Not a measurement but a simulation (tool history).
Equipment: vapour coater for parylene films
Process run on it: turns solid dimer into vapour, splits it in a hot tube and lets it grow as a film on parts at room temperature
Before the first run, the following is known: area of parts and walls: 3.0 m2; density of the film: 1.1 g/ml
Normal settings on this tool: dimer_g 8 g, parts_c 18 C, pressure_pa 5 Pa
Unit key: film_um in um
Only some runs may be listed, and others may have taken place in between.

| run | hour | dimer_g | parts_c | pressure_pa | film_um |
|---|---|---|---|---|---|
| 1 | 0 | 8 | 18 | 5 | 1.497 |
| 2 | 38.4 | 8 | 18 | 5 | 1.507 |
| 3 | 74.2 | 8 | 18 | 5 | 1.48 |
| 4 | 102.9 | 8 | 18 | 5 | 1.484 |
| 5 | 130.7 | 8 | 18 | 3.86 | 1.549 |
| 6 | 175.3 | 8 | 18 | 5 | 1.497 |
| 7 | 214.7 | 8 | 18 | 5 | 1.474 |
| 8 | 239.9 | 6 | 18 | 5 | 1.115 |
| 9 | 273.3 | 8 | 18 | 5 | 1.484 |
| 10 | 321.5 | 8 | 18 | 5 | 1.486 |
| 11 | 344.6 | 8 | 18 | 3.94 | 1.532 |
| 12 | 369.2 | 8 | 18 | 3.94 | 1.547 |
| 13 | 402.9 | 8 | 18 | 3.94 | 1.534 |
| 14 | 450.5 | 8 | 18 | 5 | 1.445 |
| 15 | 489.5 | 8 | 20 | 5 | 1.356 |
| 16 | 517.9 | 11 | 20 | 5 | 1.872 |
| 17 | 560.1 | 11 | 17 | 5.51 | 2.034 |
| 18 | 588.4 | 4 | 17 | 5.4 | 0.749 |
| 19 | 614.1 | 4 | 17 | 5.4 | 0.731 |
| 20 | 661.9 | 4 | 17 | 3.86 | 0.78 |
| 21 | 688.7 | 12 | 18 | 10.27 | 1.909 |
| 22 | 720.9 | 12 | 18 | 10.27 | 1.909 |
| 23 | 754.7 | 12 | 18 | 10.27 | 1.914 |
| 24 | 790.3 | 12 | 18 | 10.27 | 1.899 |
| 25 | 819.3 | 12 | 18 | 10.27 | 1.905 |
| 26 | 853.1 | 8 | 11 | 3.81 | 1.932 |
| 27 | 881.3 | 8 | 11 | 3.81 | 1.93 |
|  | 916.2 | trap's valve overhauled |
| 28 | 916.2 | 6 | 22 | 5 | 0.973 |

Hidden state or all else? Some run-to-run changes of film_um, split into what the settings, what came in and random variation would give without the hidden state, and what is left for the hidden state (with any gauge scatter that isn't in both results):
Hidden state present: vapour lost through the trap's worn valve, %; true temperature of the parts over the reading, C; drift of the gauge itself on film_um, %.
Run 17 -> 18: dimer_g 11 -> 4, pressure_pa 5.51 -> 5.4. film_um -1.285 um: hidden state +0.063, all else -1.348.
Run 20 -> 21: dimer_g 4 -> 12, parts_c 17 -> 18, pressure_pa 3.86 -> 10.27. film_um +1.129 um: hidden state -0.066, all else +1.195.
Run 27 -> 28: dimer_g 8 -> 6, parts_c 11 -> 22, pressure_pa 3.81 -> 5, trap's valve overhauled. film_um -0.957 um: hidden state +0.117, all else -1.074.
